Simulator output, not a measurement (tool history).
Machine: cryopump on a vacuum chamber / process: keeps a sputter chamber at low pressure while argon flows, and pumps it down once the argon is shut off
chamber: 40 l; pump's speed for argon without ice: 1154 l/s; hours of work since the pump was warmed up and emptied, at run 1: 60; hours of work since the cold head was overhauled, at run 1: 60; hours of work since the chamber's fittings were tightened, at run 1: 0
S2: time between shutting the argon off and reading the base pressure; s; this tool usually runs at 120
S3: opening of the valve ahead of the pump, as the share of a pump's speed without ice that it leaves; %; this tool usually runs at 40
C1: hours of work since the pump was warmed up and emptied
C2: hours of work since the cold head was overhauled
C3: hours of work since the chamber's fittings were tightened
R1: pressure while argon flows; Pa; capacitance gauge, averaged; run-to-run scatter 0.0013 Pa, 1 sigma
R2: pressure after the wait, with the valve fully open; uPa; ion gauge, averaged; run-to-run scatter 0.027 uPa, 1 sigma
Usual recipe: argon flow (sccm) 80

{"run": 1, "hour": 0.0, "argon flow (sccm)": 80, "S2": 120, "S3": 40, "C1": 60, "C2": 60, "C3": 0, "R1": 0.2979, "R2": 1.17}
{"run": 2, "hour": 59.2, "argon flow (sccm)": 80, "S2": 120, "S3": 40, "C1": 104, "C2": 104, "C3": 44, "R1": 0.2997, "R2": 1.29}
{"run": 3, "hour": 86.1, "argon flow (sccm)": 97, "S2": 120, "S3": 40, "C1": 124, "C2": 124, "C3": 64, "R1": 0.3692, "R2": 1.32}
{"run": 4, "hour": 133.0, "argon flow (sccm)": 97, "S2": 120, "S3": 40, "C1": 159, "C2": 159, "C3": 99, "R1": 0.3708, "R2": 1.36}
{"run": 5, "hour": 160.2, "argon flow (sccm)": 97, "S2": 120, "S3": 40, "C1": 179, "C2": 179, "C3": 120, "R1": 0.3718, "R2": 1.45}
{"run": 6, "hour": 196.7, "argon flow (sccm)": 97, "S2": 120, "S3": 40, "C1": 207, "C2": 207, "C3": 147, "R1": 0.3776, "R2": 1.51}
{"run": 7, "hour": 237.1, "argon flow (sccm)": 97, "S2": 120, "S3": 40, "C1": 237, "C2": 237, "C3": 177, "R1": 0.3785, "R2": 1.6}
{"run": 8, "hour": 264.3, "argon flow (sccm)": 97, "S2": 120, "S3": 40, "C1": 257, "C2": 257, "C3": 197, "R1": 0.3818, "R2": 1.61}
{"run": 9, "hour": 320.3, "argon flow (sccm)": 97, "S2": 120, "S3": 40, "C1": 299, "C2": 299, "C3": 239, "R1": 0.3833, "R2": 1.69}
{"run": 10, "hour": 349.3, "argon flow (sccm)": 97, "S2": 120, "S3": 40, "C1": 321, "C2": 321, "C3": 261, "R1": 0.389, "R2": 1.65}
{"run": 11, "hour": 385.0, "argon flow (sccm)": 80, "S2": 120, "S3": 40, "C1": 347, "C2": 347, "C3": 288, "R1": 0.3237, "R2": 1.79}
{"run": 12, "hour": 414.5, "argon flow (sccm)": 80, "S2": 120, "S3": 40, "C1": 369, "C2": 369, "C3": 310, "R1": 0.3263, "R2": 1.8}
{"run": 13, "hour": 466.4, "argon flow (sccm)": 80, "S2": 120, "S3": 40, "C1": 408, "C2": 408, "C3": 348, "R1": 0.3313, "R2": 2.02}
{"run": 14, "hour": 511.0, "argon flow (sccm)": 80, "S2": 120, "S3": 40, "C1": 441, "C2": 441, "C3": 382, "R1": 0.3325, "R2": 2.07}
{"hour": 528.7, "done": "pump warmed up, emptied and cooled again"}
{"run": 15, "hour": 575.5, "argon flow (sccm)": 80, "S2": 120, "S3": 40, "C1": 35, "C2": 486, "C3": 426, "R1": 0.296, "R2": 1.79}
{"run": 16, "hour": 613.0, "argon flow (sccm)": 80, "S2": 120, "S3": 40, "C1": 63, "C2": 514, "C3": 454, "R1": 0.2998, "R2": 1.87}
{"run": 17, "hour": 654.9, "argon flow (sccm)": 80, "S2": 120, "S3": 37, "C1": 94, "C2": 545, "C3": 485, "R1": 0.3235, "R2": 2.0}
{"run": 18, "hour": 685.4, "argon flow (sccm)": 145, "S2": 154, "S3": 31, "C1": 117, "C2": 568, "C3": 508, "R1": 0.7035, "R2": 1.76}
{"run": 19, "hour": 726.6, "argon flow (sccm)": 128, "S2": 133, "S3": 20, "C1": 148, "C2": 599, "C3": 539, "R1": 0.9546, "R2": 1.93}
{"run": 20, "hour": 773.1, "argon flow (sccm)": 135, "S2": 140, "S3": 15, "C1": 183, "C2": 633, "C3": 574, "R1": 1.349, "R2": 2.03}
{"run": 21, "hour": 805.8, "argon flow (sccm)": 135, "S2": 140, "S3": 15, "C1": 207, "C2": 658, "C3": 598, "R1": 1.3548, "R2": 2.03}
{"run": 22, "hour": 865.7, "argon flow (sccm)": 45, "S2": 24, "S3": 41, "C1": 252, "C2": 703, "C3": 643, "R1": 0.174, "R2": 6.06}
{"run": 23, "hour": 922.1, "argon flow (sccm)": 45, "S2": 120, "S3": 24, "C1": 294, "C2": 745, "C3": 685, "R1": 0.2898, "R2": 2.45}
{"run": 24, "hour": 955.2, "argon flow (sccm)": 45, "S2": 205, "S3": 24, "C1": 319, "C2": 769, "C3": 710, "R1": 0.2931, "R2": 2.15}
{"run": 25, "hour": 1003.9, "argon flow (sccm)": 45, "S2": 205, "S3": 28, "C1": 355, "C2": 806, "C3": 746, "R1": 0.2528, "R2": 2.24}
{"run": 26, "hour": 1043.9, "argon flow (sccm)": 107, "S2": 136, "S3": 28, "C1": 385, "C2": 836, "C3": 776, "R1": 0.6041, "R2": 2.56}
{"run": 27, "hour": 1100.3, "argon flow (sccm)": 97, "S2": 120, "S3": 40, "C1": 427, "C2": 878, "C3": 818, "R1": 0.4039, "R2": 2.78}
{"hour": 1136.0, "done": "pump warmed up, emptied and cooled again"}
{"run": 28, "hour": 1146.7, "argon flow (sccm)": 80, "S2": 151, "S3": 40, "C1": 8, "C2": 909, "C3": 849, "R1": 0.2936, "R2": 2.18}
{"run": 29, "hour": 1172.4, "argon flow (sccm)": 80, "S2": 151, "S3": 40, "C1": 27, "C2": 928, "C3": 868, "R1": 0.2975, "R2": 2.3}
{"run": 30, "hour": 1229.9, "argon flow (sccm)": 74, "S2": 25, "S3": 28, "C1": 70, "C2": 971, "C3": 911, "R1": 0.3924, "R2": 6.12}
{"run": 31, "hour": 1264.8, "argon flow (sccm)": 74, "S2": 25, "S3": 28, "C1": 96, "C2": 997, "C3": 937, "R1": 0.3982, "R2": 6.1}
{"run": 32, "hour": 1301.2, "argon flow (sccm)": 80, "S2": 184, "S3": 32, "C1": 123, "C2": 1024, "C3": 965, "R1": 0.3761, "R2": 2.33}
{"run": 33, "hour": 1362.2, "argon flow (sccm)": 78, "S2": 57, "S3": 26, "C1": 169, "C2": 1070, "C3": 1010, "R1": 0.4518, "R2": 3.82}
{"run": 34, "hour": 1390.0, "argon flow (sccm)": 84, "S2": 106, "S3": 28, "C1": 190, "C2": 1091, "C3": 1031, "R1": 0.4534, "R2": 2.98}

Each row is a separate what-if for the run after 34, all from the same tool condition, not one after another. Results?
{"run": "A", "hour": 1421.9, "argon flow (sccm)": 80, "S2": 102, "S3": 28, "C1": 214, "C2": 1114, "C3": 1055, "R1": "?", "R2": "?"}
{"run": "B", "hour": 1421.9, "argon flow (sccm)": 90, "S2": 106, "S3": 28, "C1": 214, "C2": 1114, "C3": 1055, "R1": "?", "R2": "?"}
{"run": "C", "hour": 1421.9, "argon flow (sccm)": 50, "S2": 177, "S3": 18, "C1": 214, "C2": 1114, "C3": 1055, "R1": "?", "R2": "?"}

run=A R1=0.4387 R2=3.11
run=B R1=0.4928 R2=3.01
run=C R1=0.4154 R2=2.70
Without the tool's unlogged condition, the same runs would have read:
run=A R1=0.4206 R2=1.38
run=B R1=0.4725 R2=1.29
run=C R1=0.4042 R2=0.91

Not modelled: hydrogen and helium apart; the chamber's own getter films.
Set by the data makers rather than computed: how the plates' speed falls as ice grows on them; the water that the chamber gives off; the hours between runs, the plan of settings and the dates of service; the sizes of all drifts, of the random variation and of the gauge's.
